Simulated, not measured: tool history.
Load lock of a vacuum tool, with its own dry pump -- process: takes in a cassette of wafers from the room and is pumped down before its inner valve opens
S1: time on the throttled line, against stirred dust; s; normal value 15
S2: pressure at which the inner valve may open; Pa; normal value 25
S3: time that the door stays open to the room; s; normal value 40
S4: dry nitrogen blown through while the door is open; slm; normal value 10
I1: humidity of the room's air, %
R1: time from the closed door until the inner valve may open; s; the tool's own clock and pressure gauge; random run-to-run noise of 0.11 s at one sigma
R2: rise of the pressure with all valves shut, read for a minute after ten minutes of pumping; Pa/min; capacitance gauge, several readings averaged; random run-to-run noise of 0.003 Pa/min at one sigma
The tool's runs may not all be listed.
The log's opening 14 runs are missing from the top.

run 15 hour=5737.3 | S1=13 S2=25 S3=40 S4=10 | I1=43.6 | R1=22.7 R2=0.182
run 16 hour=6099.3 | S1=13 S2=25 S3=40 S4=10 | I1=40.9 | R1=22.9 R2=0.187
run 17 hour=6739.5 | S1=15 S2=25 S3=62 S4=10 | I1=45.5 | R1=24.6 R2=0.217
-- hour=6955.2 door's seal changed, seat wiped
run 18 hour=7051.1 | S1=15 S2=25 S3=40 S4=10 | I1=42.3 | R1=24.7 R2=0.038
run 19 hour=7461.7 | S1=15 S2=25 S3=40 S4=10 | I1=47.1 | R1=24.6 R2=0.050
run 20 hour=7759.1 | S1=15 S2=50 S3=50 S4=10 | I1=46.3 | R1=23.9 R2=0.050
run 21 hour=8213.3 | S1=15 S2=50 S3=50 S4=10 | I1=44.6 | R1=23.7 R2=0.051
run 22 hour=8828.9 | S1=30 S2=32 S3=26 S4=15 | I1=42.9 | R1=37.6 R2=0.041
run 23 hour=9337.0 | S1=11 S2=38 S3=178 S4=10 | I1=47.1 | R1=20.8 R2=0.085
run 24 hour=10000.9 | S1=11 S2=38 S3=95 S4=9 | I1=45.6 | R1=20.7 R2=0.078
run 25 hour=10395.2 | S1=15 S2=25 S3=128 S4=10 | I1=46.6 | R1=25.1 R2=0.087
run 26 hour=10769.4 | S1=15 S2=29 S3=38 S4=10 | I1=43.0 | R1=24.7 R2=0.066
run 27 hour=11226.2 | S1=15 S2=29 S3=38 S4=10 | I1=44.5 | R1=24.7 R2=0.065
run 28 hour=11638.7 | S1=20 S2=25 S3=40 S4=7 | I1=42.6 | R1=29.6 R2=0.073
run 29 hour=12147.8 | S1=11 S2=31 S3=40 S4=11 | I1=41.5 | R1=21.2 R2=0.075
run 30 hour=12534.0 | S1=9 S2=32 S3=40 S4=13 | I1=43.0 | R1=19.7 R2=0.080
run 31 hour=13006.9 | S1=29 S2=25 S3=40 S4=9 | I1=43.7 | R1=37.2 R2=0.086
run 32 hour=13482.9 | S1=15 S2=25 S3=40 S4=9 | I1=46.0 | R1=25.3 R2=0.095
run 33 hour=13864.5 | S1=15 S2=49 S3=74 S4=5 | I1=44.5 | R1=24.3 R2=0.117
run 34 hour=14552.1 | S1=15 S2=49 S3=74 S4=5 | I1=42.8 | R1=24.2 R2=0.119
run 35 hour=14873.6 | S1=14 S2=35 S3=40 S4=10 | I1=42.5 | R1=23.9 R2=0.111
run 36 hour=15168.7 | S1=15 S2=19 S3=40 S4=21 | I1=46.3 | R1=25.8 R2=0.105
run 37 hour=15469.9 | S1=15 S2=25 S3=98 S4=6 | I1=49.4 | R1=25.5 R2=0.153

Each row is a separate what-if for the run after 37, all from the same tool condition, not one after another. Results?
run A hour=15790.9 | S1=9 S2=21 S3=40 S4=4 | I1=45.6 | R1=? R2=?
run B hour=15790.9 | S1=21 S2=25 S3=40 S4=7 | I1=43.1 | R1=? R2=?
run C hour=15790.9 | S1=13 S2=25 S3=40 S4=10 | I1=42.8 | R1=? R2=?
run D hour=15790.9 | S1=15 S2=29 S3=76 S4=34 | I1=43.8 | R1=? R2=?

run=A R1=20.5 R2=0.133
run=B R1=30.7 R2=0.122
run=C R1=23.7 R2=0.124
run=D R1=25.1 R2=0.118
Take away the tool's hidden state, keep each run's random variation, and the runs would have read:
run=A R1=19.0 R2=0.054
run=B R1=29.4 R2=0.042
run=C R1=22.4 R2=0.045
run=D R1=23.8 R2=0.037
